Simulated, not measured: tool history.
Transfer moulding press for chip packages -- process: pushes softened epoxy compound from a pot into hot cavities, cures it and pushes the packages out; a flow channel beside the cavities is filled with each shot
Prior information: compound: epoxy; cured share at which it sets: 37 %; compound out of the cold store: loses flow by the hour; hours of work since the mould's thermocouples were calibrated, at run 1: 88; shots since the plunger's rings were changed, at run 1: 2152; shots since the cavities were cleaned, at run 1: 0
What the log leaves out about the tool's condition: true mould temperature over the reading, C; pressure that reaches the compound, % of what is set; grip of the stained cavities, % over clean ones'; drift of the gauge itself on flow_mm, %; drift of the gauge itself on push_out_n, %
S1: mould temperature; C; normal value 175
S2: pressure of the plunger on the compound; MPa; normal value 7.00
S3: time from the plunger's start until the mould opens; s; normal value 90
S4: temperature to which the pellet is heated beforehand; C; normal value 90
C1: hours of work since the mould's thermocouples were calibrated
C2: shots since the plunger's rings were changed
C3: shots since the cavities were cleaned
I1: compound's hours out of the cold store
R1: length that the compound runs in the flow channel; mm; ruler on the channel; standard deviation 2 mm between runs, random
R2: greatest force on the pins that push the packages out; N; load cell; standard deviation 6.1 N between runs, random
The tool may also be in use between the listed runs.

run 1 hour=0.0 | S1=175 S2=7.00 S3=90 S4=90 | C1=88 C2=2152 C3=0 | I1=42.7 | R1=863 R2=230
run 2 hour=12.0 | S1=175 S2=7.00 S3=84 S4=90 | C1=94 C2=2285 C3=133 | I1=20.6 | R1=993 R2=303
run 3 hour=22.2 | S1=175 S2=7.92 S3=90 S4=90 | C1=100 C2=2397 C3=245 | I1=18.7 | R1=1068 R2=326
run 4 hour=28.2 | S1=175 S2=7.92 S3=90 S4=90 | C1=104 C2=2464 C3=312 | I1=27.5 | R1=1012 R2=342
-- hour=31.1 mould's thermocouples calibrated
run 5 hour=40.3 | S1=175 S2=7.92 S3=90 S4=90 | C1=5 C2=2575 C3=423 | I1=40.3 | R1=930 R2=339
run 6 hour=52.3 | S1=175 S2=8.69 S3=90 S4=90 | C1=12 C2=2707 C3=555 | I1=13.3 | R1=1155 R2=382
run 7 hour=57.7 | S1=167 S2=5.82 S3=90 S4=87 | C1=15 C2=2767 C3=615 | I1=36.5 | R1=845 R2=543
-- hour=65.2 cavities cleaned with cleaning compound and waxed
run 8 hour=65.5 | S1=177 S2=5.24 S3=90 S4=87 | C1=18 C2=2836 C3=3 | I1=27.7 | R1=815 R2=222
run 9 hour=74.8 | S1=177 S2=5.24 S3=90 S4=82 | C1=24 C2=2939 C3=106 | I1=36.0 | R1=771 R2=266
-- hour=78.7 mould's thermocouples calibrated, once more
run 10 hour=87.7 | S1=177 S2=5.24 S3=90 S4=82 | C1=5 C2=3059 C3=226 | I1=44.6 | R1=731 R2=298
run 11 hour=98.0 | S1=177 S2=5.24 S3=90 S4=90 | C1=11 C2=3173 C3=340 | I1=32.0 | R1=789 R2=328

Predict each of these 4 candidate next runs independently; none follows another, all start after run 11:
run A hour=108.9 | S1=178 S2=6.64 S3=125 S4=90 | C1=17 C2=3292 C3=459 | I1=43.2 | R1=? R2=?
run B hour=108.9 | S1=177 S2=5.24 S3=117 S4=90 | C1=17 C2=3292 C3=459 | I1=18.2 | R1=? R2=?
run C hour=108.9 | S1=175 S2=7.00 S3=90 S4=94 | C1=17 C2=3292 C3=459 | I1=24.0 | R1=? R2=?
run D hour=108.9 | S1=176 S2=5.24 S3=121 S4=81 | C1=17 C2=3292 C3=459 | I1=19.8 | R1=? R2=?

run=A R1=825 R2=332
run=B R1=859 R2=338
run=C R1=964 R2=364
run=D R1=854 R2=328
Without the tool's hidden state the same runs would have given:
run=A R1=848 R2=204
run=B R1=883 R2=208
run=C R1=991 R2=224
run=D R1=877 R2=202
